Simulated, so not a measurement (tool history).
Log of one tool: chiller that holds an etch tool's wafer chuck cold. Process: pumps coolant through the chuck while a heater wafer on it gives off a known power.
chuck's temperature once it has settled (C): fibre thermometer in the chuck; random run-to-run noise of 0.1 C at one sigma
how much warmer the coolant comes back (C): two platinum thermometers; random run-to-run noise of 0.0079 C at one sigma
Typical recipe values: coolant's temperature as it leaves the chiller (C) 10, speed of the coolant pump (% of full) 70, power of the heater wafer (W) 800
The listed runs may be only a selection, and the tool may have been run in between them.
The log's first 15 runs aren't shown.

run	hour	coolant's temperature as it leaves the chiller (C)	speed of the coolant pump (% of full)	power of the heater wafer (W)	hours since the coolant was changed and the channels were flushed	hours since the pump was overhauled	hours since the chiller's thermometer was calibrated	chuck's temperature once it has settled (C)	how much warmer the coolant comes back (C)
16	1183.5	10	61	562	4577	5255	1360	17.3	2.015
17	1248.4	10	61	562	4642	5320	1425	17.5	2.009
18	1303.9	14	100	432	4698	5376	1481	18.4	0.838
19	1367.2	16	82	687	4761	5439	1544	23.9	1.797
20	1437.3	16	82	687	4831	5509	1614	23.7	1.792
# hour 1516.5: coolant pump overhauled
21	1526.9	16	90	502	4916	10	1699	21.4	1.097
22	1604.7	6	70	726	4994	88	1777	14.8	2.229
23	1696.6	12	96	946	5085	180	1869	21.9	2.107
24	1775.5	16	85	837	5164	259	1947	25.4	2.106
25	1855.7	10	70	613	5245	339	2028	17.7	1.781
26	1918.8	10	70	613	5308	402	2091	17.6	1.764
27	2023.8	10	70	613	5413	507	2196	17.5	1.742
28	2111.5	10	70	613	5500	595	2283	17.5	1.73
29	2162.9	19	85	800	5552	646	2335	27.7	1.917

For run 30, what comes out?
30	2259.8	19	85	800	5649	743	2432	?	?

Run 30 came out at chuck's temperature once it has settled (C) 27.9, how much warmer the coolant comes back (C) 1.899.
Had the tool carried no hidden state, the very same run would have given chuck's temperature once it has settled (C) 27.9, how much warmer the coolant comes back (C) 2.339.
